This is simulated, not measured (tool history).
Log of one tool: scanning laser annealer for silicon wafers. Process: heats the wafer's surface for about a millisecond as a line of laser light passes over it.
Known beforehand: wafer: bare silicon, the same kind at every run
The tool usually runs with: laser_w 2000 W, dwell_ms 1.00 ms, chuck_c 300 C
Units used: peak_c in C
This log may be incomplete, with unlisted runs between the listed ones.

run   hour  laser_w  dwell_ms  chuck_c  peak_c
  1    0.0     2000      1.00      300    1080
  2    9.9     1834      1.00      300    1010
  3   20.2     1752      1.00      300     973
  4   32.5     2000      1.00      286    1069
  5   45.1     2000      1.00      286    1067
  6   66.4     2000      1.00      268    1048
  7   80.3     2000      1.00      300    1085
  8   96.3     2000      1.00      300    1081
  9  113.0     2000      1.00      300    1082
 10  123.8     2000      1.00      300    1078
 11  136.4     2000      1.00      300    1080
 12  147.5     2000      1.00      300    1077
 13  157.1     2000      1.00      300    1082
 14  172.8     1763      0.73      283     846
 15  194.6     1763      0.73      283     843
 16  214.2     1906      1.00      300    1035
 17  225.9     1906      1.00      300    1035
 18  239.3     1906      0.76      309     936
 19  250.7     1906      0.76      309     932
 20  264.4     1962      0.94      339    1067
 21  273.8     2181      0.75      292    1014
 22  285.9     2181      0.75      292    1012
 23  305.5     1732      1.09      310    1006
 24  321.9     1732      0.99      309     962
 25  342.1     1732      0.99      309     966
 26  352.8     2000      1.04      300    1093

Not shown: 2 entries that the log had between the listed runs. Between which runs, and how does the tool's hidden state differ before and after?
From run 7 to run 8: laser's power meter calibrated (hour 85.2)
  light that passes the window, % of a clean one's: 99.36 -> 99.33; laser's true power over the reading, %: 0.18 -> 0.23; width of the line over the set one, %: 1.38 -> 1.39
  what was measured, less what the result would be without the hidden state, peak_c: -9 -> -9 C
From run 15 to run 16: laser's power meter calibrated, once more (hour 201.5)
  light that passes the window, % of a clean one's: 99.17 -> 99.14; laser's true power over the reading, %: 0.22 -> -0.09; width of the line over the set one, %: 1.48 -> 1.49
  what was measured, less what the result would be without the hidden state, peak_c: -8 -> -13 C
